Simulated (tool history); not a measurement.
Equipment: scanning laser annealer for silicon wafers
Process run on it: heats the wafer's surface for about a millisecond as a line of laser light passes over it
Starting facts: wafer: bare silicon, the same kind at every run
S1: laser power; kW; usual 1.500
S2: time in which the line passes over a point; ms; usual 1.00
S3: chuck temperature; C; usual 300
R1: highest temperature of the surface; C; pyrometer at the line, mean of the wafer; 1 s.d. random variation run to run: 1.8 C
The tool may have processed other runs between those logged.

run	hour	S1	S2	S3	R1
1	0.0	1.500	1.00	300	1029
2	61.1	1.500	1.12	300	1062
# hour 107.8: window over the wafer cleaned
3	131.5	1.500	1.12	300	1043
4	177.0	1.500	0.76	300	920
5	222.8	1.500	0.76	300	921
6	272.3	1.500	0.76	300	916
7	312.9	1.500	0.89	300	959
8	351.4	1.500	1.00	300	993
# hour 389.7: window over the wafer cleaned, once more
# hour 404.0: optics aligned, line set to its width
9	406.8	1.500	1.00	300	1068
10	464.5	1.311	1.00	300	963
11	501.3	1.500	0.73	300	964
12	534.8	1.500	1.00	300	1059
13	575.3	1.500	1.00	300	1057
14	639.6	1.500	1.00	300	1051
15	689.5	1.500	1.00	300	1046
16	754.9	1.500	1.00	300	1042
17	806.4	1.500	1.00	300	1042
18	864.7	1.500	1.00	300	1039
19	917.7	1.500	1.00	300	1031
20	970.0	1.500	1.00	300	1027
21	1020.5	1.610	1.00	262	1041
22	1062.1	1.500	0.77	330	970
# hour 1091.6: window over the wafer cleaned
23	1117.8	1.348	1.01	330	1012
24	1173.9	1.566	1.01	333	1132
25	1207.1	1.320	0.92	300	934
26	1239.2	1.500	1.13	326	1121
27	1291.2	1.375	1.13	339	1061
28	1361.9	1.595	0.83	291	1023
29	1408.4	1.488	1.00	286	1022
30	1444.1	1.431	1.00	317	1020
31	1484.4	1.335	0.77	297	875
32	1522.7	1.366	1.00	300	964
33	1588.8	1.500	0.82	300	968
34	1621.9	1.500	0.71	297	918
35	1657.0	1.391	0.82	300	911
36	1704.2	1.449	0.94	274	950
37	1766.6	1.449	0.94	274	944
# hour 1791.7: window over the wafer cleaned
38	1827.1	1.449	0.94	274	983
39	1870.3	1.332	1.00	300	962
40	1905.0	1.598	1.00	278	1081

Predict each of these 5 candidate next runs independently; none follows another, all start after run 40:
A	1950.7	1.574	0.96	280	?
B	1950.7	1.598	1.02	282	?
C	1950.7	1.487	0.82	317	?
D	1950.7	1.334	1.00	278	?
E	1950.7	1.433	1.19	276	?

run	R1
A	1050
B	1090
C	996
D	940
E	1049
Without the tool's hidden state the same runs would have given:
run	R1
A	1076
B	1117
C	1018
D	962
E	1075

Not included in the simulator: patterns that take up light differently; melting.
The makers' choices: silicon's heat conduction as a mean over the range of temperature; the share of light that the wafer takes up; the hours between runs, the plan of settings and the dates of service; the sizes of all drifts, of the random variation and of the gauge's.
